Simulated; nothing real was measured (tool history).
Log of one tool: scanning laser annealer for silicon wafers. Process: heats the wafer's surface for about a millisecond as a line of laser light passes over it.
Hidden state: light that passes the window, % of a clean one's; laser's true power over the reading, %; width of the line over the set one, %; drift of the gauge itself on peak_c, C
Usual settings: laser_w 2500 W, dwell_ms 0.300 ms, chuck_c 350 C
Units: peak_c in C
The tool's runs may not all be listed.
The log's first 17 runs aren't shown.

| run | hour | laser_w | dwell_ms | chuck_c | hours of work since the window was cleaned | hours of work since the power meter was calibrated | hours of work since the optics were aligned | peak_c |
|---|---|---|---|---|---|---|---|---|
| 18 | 1100.9 | 2500 | 0.300 | 350 | 279 | 1674 | 637 | 1096.6 |
| 19 | 1173.3 | 2500 | 0.300 | 350 | 311 | 1706 | 670 | 1095.2 |
| 20 | 1268.4 | 2500 | 0.300 | 350 | 353 | 1749 | 712 | 1095.1 |
| 21 | 1329.9 | 2500 | 0.313 | 350 | 380 | 1776 | 739 | 1106.7 |
| 22 | 1429.3 | 2500 | 0.313 | 350 | 425 | 1820 | 783 | 1105.7 |
| 23 | 1496.6 | 2500 | 0.313 | 350 | 454 | 1850 | 813 | 1103.9 |
| 24 | 1580.1 | 2500 | 0.313 | 350 | 491 | 1887 | 850 | 1104.5 |
|  | 1588.1 | laser's power meter calibrated |
| 25 | 1671.1 | 2500 | 0.340 | 351 | 531 | 37 | 889 | 1132.0 |
| 26 | 1741.7 | 2531 | 0.301 | 352 | 562 | 68 | 920 | 1099.7 |
|  | 1778.9 | window over the wafer cleaned |
| 27 | 1821.3 | 2531 | 0.283 | 341 | 19 | 103 | 955 | 1084.8 |
| 28 | 1887.4 | 2610 | 0.322 | 380 | 48 | 132 | 984 | 1190.2 |
|  | 1948.5 | laser's power meter calibrated, once more |
| 29 | 1968.0 | 2333 | 0.329 | 368 | 83 | 9 | 1019 | 1092.3 |
| 30 | 2034.5 | 2397 | 0.223 | 339 | 112 | 38 | 1048 | 969.3 |
| 31 | 2084.7 | 2221 | 0.250 | 339 | 134 | 60 | 1070 | 950.6 |
| 32 | 2163.0 | 2221 | 0.232 | 333 | 169 | 95 | 1105 | 926.1 |
| 33 | 2236.4 | 2451 | 0.377 | 320 | 202 | 128 | 1138 | 1122.0 |
| 34 | 2286.7 | 2451 | 0.306 | 353 | 224 | 150 | 1160 | 1084.4 |
| 35 | 2334.9 | 2478 | 0.336 | 331 | 245 | 171 | 1181 | 1100.1 |
| 36 | 2378.0 | 2265 | 0.336 | 370 | 264 | 191 | 1200 | 1076.2 |
| 37 | 2464.5 | 2500 | 0.300 | 350 | 303 | 229 | 1239 | 1089.9 |
| 38 | 2526.0 | 2175 | 0.300 | 350 | 330 | 256 | 1266 | 993.4 |
| 39 | 2586.7 | 2627 | 0.260 | 350 | 357 | 283 | 1293 | 1077.4 |
| 40 | 2680.9 | 2627 | 0.280 | 351 | 399 | 325 | 1335 | 1100.4 |

Forecast each of these 3 alternatives for the next run:
| A | 2767.3 | 2279 | 0.280 | 363 | 437 | 363 | 1373 | ? |
| B | 2767.3 | 2150 | 0.258 | 376 | 437 | 363 | 1373 | ? |
| C | 2767.3 | 2627 | 0.306 | 351 | 437 | 363 | 1373 | ? |

| run | peak_c |
|---|---|
| A | 1016.3 |
| B | 971.5 |
| C | 1128.4 |
Without the tool's hidden state the same runs would have given:
| run | peak_c |
|---|---|
| A | 1033.9 |
| B | 987.6 |
| C | 1149.4 |

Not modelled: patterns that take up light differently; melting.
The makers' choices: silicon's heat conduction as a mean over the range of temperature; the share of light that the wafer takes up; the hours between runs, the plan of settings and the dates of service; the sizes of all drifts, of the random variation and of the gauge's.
